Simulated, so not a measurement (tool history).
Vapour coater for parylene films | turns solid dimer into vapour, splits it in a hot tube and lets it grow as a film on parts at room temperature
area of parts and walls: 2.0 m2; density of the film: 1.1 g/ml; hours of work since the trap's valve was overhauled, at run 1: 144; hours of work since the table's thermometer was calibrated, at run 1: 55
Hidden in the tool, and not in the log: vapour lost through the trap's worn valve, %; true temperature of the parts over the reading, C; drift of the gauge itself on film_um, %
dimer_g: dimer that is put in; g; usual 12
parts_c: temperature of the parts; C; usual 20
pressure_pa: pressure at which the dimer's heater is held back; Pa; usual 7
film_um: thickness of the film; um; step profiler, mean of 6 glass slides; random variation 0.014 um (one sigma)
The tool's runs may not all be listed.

run,day,dimer_g,parts_c,pressure_pa,hours of work since the trap's valve was overhauled,hours of work since the table's thermometer was calibrated,film_um
1,0,12,20,7,144,55,3.02
2,1.321,12,20,7,168,80,2.99
3,2.654,5,20,7,193,105,1.24
4,3.608,16,20,7,211,122,3.9
5,5.317,12,20,7,242,154,2.94
6,6.667,10,20,7,268,179,2.4
# day 7.396: trap's valve overhauled
7,8.671,10,20,7,24,213,2.58
8,9.583,10,20,7,41,230,2.53
9,10.454,10,20,7,57,246,2.53
10,12.288,10,20,7,91,281,2.52
11,13.1,12,20,6.22,106,296,3.06
12,14.975,12,20,6.22,141,330,3.05
13,15.883,12,20,6.22,158,347,3.05
14,17.383,12,20,6.22,186,375,3.02
15,18.629,12,20,6.22,209,398,3.01
16,20.058,12,20,7,235,425,2.92
17,21.975,12,20,7,271,460,2.87
# day 22.583: trap's valve overhauled
18,23.788,12,20,7,22,491,3.07
19,25.4,13,20,7,52,521,3.29
20,26.346,12,20,7,70,539,3.01
21,27.404,12,20,7,90,558,2.99
22,29.138,7,20,7,122,590,1.73
23,30.175,7,20,7,141,610,1.74
24,31.708,11,23,6.88,170,638,2.42
25,33.05,13,23,4.53,194,663,3.08

Run 26 comes next. What will it give?
26,34.529,13,15,10.54,222,691,?

{"run 26": {"film_um": 3.45}}
Without the tool's hidden state the same run would have given film_um 3.76 um.
